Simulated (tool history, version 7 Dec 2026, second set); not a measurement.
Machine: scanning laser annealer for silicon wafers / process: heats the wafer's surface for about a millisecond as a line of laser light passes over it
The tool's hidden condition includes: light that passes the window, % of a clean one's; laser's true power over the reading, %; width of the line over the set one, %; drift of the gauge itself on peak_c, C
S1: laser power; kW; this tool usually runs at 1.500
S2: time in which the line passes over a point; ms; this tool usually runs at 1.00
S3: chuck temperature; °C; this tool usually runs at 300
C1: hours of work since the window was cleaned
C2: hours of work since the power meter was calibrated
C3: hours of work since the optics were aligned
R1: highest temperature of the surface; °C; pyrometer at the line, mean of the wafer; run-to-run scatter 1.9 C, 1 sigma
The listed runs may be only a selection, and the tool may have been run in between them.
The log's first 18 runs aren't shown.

Run 19, hour 804.8: usual settings but S1 1.521 kW, S2 0.86 ms, S3 305 °C; C1 60; C2 783; C3 1027. Result: R1 1081 °C.
Run 20, hour 849.7: usual settings but S1 1.521 kW, S2 0.86 ms, S3 305 °C; C1 81; C2 804; C3 1048. Result: R1 1080 °C.
Run 21, hour 906.3: usual settings but S1 1.441 kW, S2 1.20 ms, S3 261 °C; C1 108; C2 831; C3 1075. Result: R1 1107 °C.
Run 22, hour 963.4: usual settings but S2 0.96 ms, S3 303 °C; C1 134; C2 858; C3 1102. Result: R1 1103 °C.
Run 23, hour 998.3: usual settings but S1 1.382 kW, S2 1.10 ms, S3 325 °C; C1 151; C2 874; C3 1118. Result: R1 1104 °C.
Run 24, hour 1052.7: usual settings but S1 1.356 kW, S2 1.10 ms, S3 275 °C; C1 176; C2 899; C3 1144. Result: R1 1043 °C.
Run 25, hour 1116.0: usual settings but S1 1.298 kW, S2 1.10 ms; C1 206; C2 929; C3 1173. Result: R1 1032 °C.
Run 26, hour 1155.4: usual settings but S1 1.528 kW, S2 0.73 ms; C1 224; C2 948; C3 1192. Result: R1 1027 °C.
Run 27, hour 1199.0: usual settings but S1 1.394 kW, S2 0.73 ms, S3 317 °C; C1 245; C2 968; C3 1212. Result: R1 978 °C.
Run 28, hour 1253.6: usual settings but S1 1.428 kW, S3 302 °C; C1 270; C2 994; C3 1238. Result: R1 1076 °C.
Run 29, hour 1312.6: usual settings but S1 1.428 kW, S2 1.20 ms, S3 302 °C; C1 298; C2 1021; C3 1265. Result: R1 1141 °C.
Run 30, hour 1343.4: usual settings but S1 1.428 kW, S2 1.20 ms, S3 302 °C; C1 313; C2 1036; C3 1280. Result: R1 1140 °C.
Run 31, hour 1391.2: usual settings but S1 1.619 kW, S2 0.84 ms, S3 312 °C; C1 335; C2 1058; C3 1302. Result: R1 1127 °C.
Run 32, hour 1436.4: usual settings but S1 1.619 kW, S2 1.24 ms, S3 312 °C; C1 356; C2 1079; C3 1323. Result: R1 1280 °C.
Run 33, hour 1465.4: usual settings but S1 1.423 kW, S2 0.86 ms, S3 284 °C; C1 370; C2 1093; C3 1337. Result: R1 1011 °C.
Run 34, hour 1497.9: usual settings but S1 1.297 kW, S2 1.20 ms, S3 310 °C; C1 385; C2 1108; C3 1352. Result: R1 1072 °C.
Run 35, hour 1529.3: usual settings but S1 1.297 kW, S2 1.20 ms, S3 310 °C; C1 400; C2 1123; C3 1367. Result: R1 1070 °C.

3 ways to go on from here, each from the tool as it stands after run 35. What would each give?
At hour 1551.6: optics aligned, line set to its width.
Run A, hour 1576.0: usual settings but S1 1.544 kW, S2 0.94 ms, S3 340 °C; C1 419; C2 1142; C3 11. Result: R1 ?.
At hour 1551.6: optics aligned, line set to its width.
Run B, hour 1576.0: usual settings but S1 1.611 kW, S2 0.91 ms, S3 310 °C; C1 419; C2 1142; C3 11. Result: R1 ?.
At hour 1551.6: optics aligned, line set to its width.
Run C, hour 1576.0: usual settings but S1 1.470 kW, S2 1.02 ms, S3 310 °C; C1 419; C2 1142; C3 11. Result: R1 ?.

run    R1
  A  1155
  B  1152
  C  1116
With the hidden condition removed and each run's random variation left untouched, the same runs would have given:
run    R1
  A  1155
  B  1152
  C  1116
